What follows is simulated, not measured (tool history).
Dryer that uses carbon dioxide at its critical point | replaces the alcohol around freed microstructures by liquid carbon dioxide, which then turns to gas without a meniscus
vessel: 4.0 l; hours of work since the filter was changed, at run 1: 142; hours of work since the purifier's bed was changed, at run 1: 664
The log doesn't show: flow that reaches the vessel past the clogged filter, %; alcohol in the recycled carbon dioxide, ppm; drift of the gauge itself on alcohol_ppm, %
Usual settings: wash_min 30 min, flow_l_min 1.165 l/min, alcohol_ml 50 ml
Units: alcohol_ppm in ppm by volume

run,hour,wash_min,flow_l_min,alcohol_ml,hours of work since the filter was changed,hours of work since the purifier's bed was changed,alcohol_ppm
1,0,30,1.165,50,142,664,93
2,20.5,30,1.165,50,158,681,80
3,38.7,30,1.165,50,172,695,92
4,59,30,1.165,50,188,711,91
# hour 69.5: inlet filter changed
5,73.8,30,1.165,50,3,722,83
6,87.2,30,1.165,25,14,733,81
7,107.6,30,1.165,50,30,749,86
8,123.4,30,1.165,50,43,761,96
9,134,30,1.69,50,51,770,81
10,152.4,30,0.77,50,66,784,154
11,162.2,30,0.77,50,73,792,160
12,178.4,30,1.66,50,86,805,97
13,198.7,30,1.66,50,102,821,93
14,215.1,30,1.66,50,115,834,98
15,225,30,1.165,50,123,842,99
16,235.6,30,1.05,50,131,850,111
17,247.7,30,1.05,50,141,860,110
18,263.2,30,1.165,50,153,872,103
19,275,30,1.165,50,163,881,102
20,284.2,30,1.165,50,170,889,104
21,303,30,1.165,50,185,903,107
# hour 317.8: inlet filter changed
22,323.9,22,1.81,50,5,919,97
23,343.3,22,1.81,50,20,934,103
24,361.2,19,0.71,57,34,949,701
25,370.1,19,0.71,57,41,956,710
26,387.4,19,0.71,57,55,969,755
27,396.9,19,0.71,57,63,977,753
28,407.7,29,1.04,50,71,985,127
29,419.7,29,1.04,50,81,995,121
30,435.3,29,0.7,20,93,1007,162
31,450,40,1.02,77,105,1019,105
32,470.4,30,1.4,50,121,1035,113
33,489.6,30,1.4,50,136,1050,112
34,509.7,30,1.4,50,152,1066,113
35,522.9,30,1.4,50,162,1077,116
36,533.9,42,1.165,55,171,1085,107
37,544.8,42,1.165,109,180,1094,121
38,557.3,42,0.89,74,190,1104,130
# hour 563.4: purifier's bed changed
# hour 569.2: inlet filter changed
39,570.6,24,1.71,31,1,5,7
40,585.1,24,1.71,31,13,16,7
41,600.4,24,1.71,31,25,29,13

Measured less the same run without the tool's hidden state. The same run-to-run variation is in both; the gauge's scatter may not be:
run,alcohol_ppm
1,+75
2,+78
3,+81
4,+83
5,+77
6,+77
7,+80
8,+81
9,+80
10,+102
11,+107
12,+86
13,+86
14,+90
15,+91
16,+100
17,+99
18,+97
19,+96
20,+99
21,+102
22,+97
23,+96
24,+158
25,+169
26,+198
27,+209
28,+109
29,+108
30,+127
31,+105
32,+107
33,+109
34,+110
35,+110
36,+107
37,+114
38,+124
39,+2
40,+3
41,+4

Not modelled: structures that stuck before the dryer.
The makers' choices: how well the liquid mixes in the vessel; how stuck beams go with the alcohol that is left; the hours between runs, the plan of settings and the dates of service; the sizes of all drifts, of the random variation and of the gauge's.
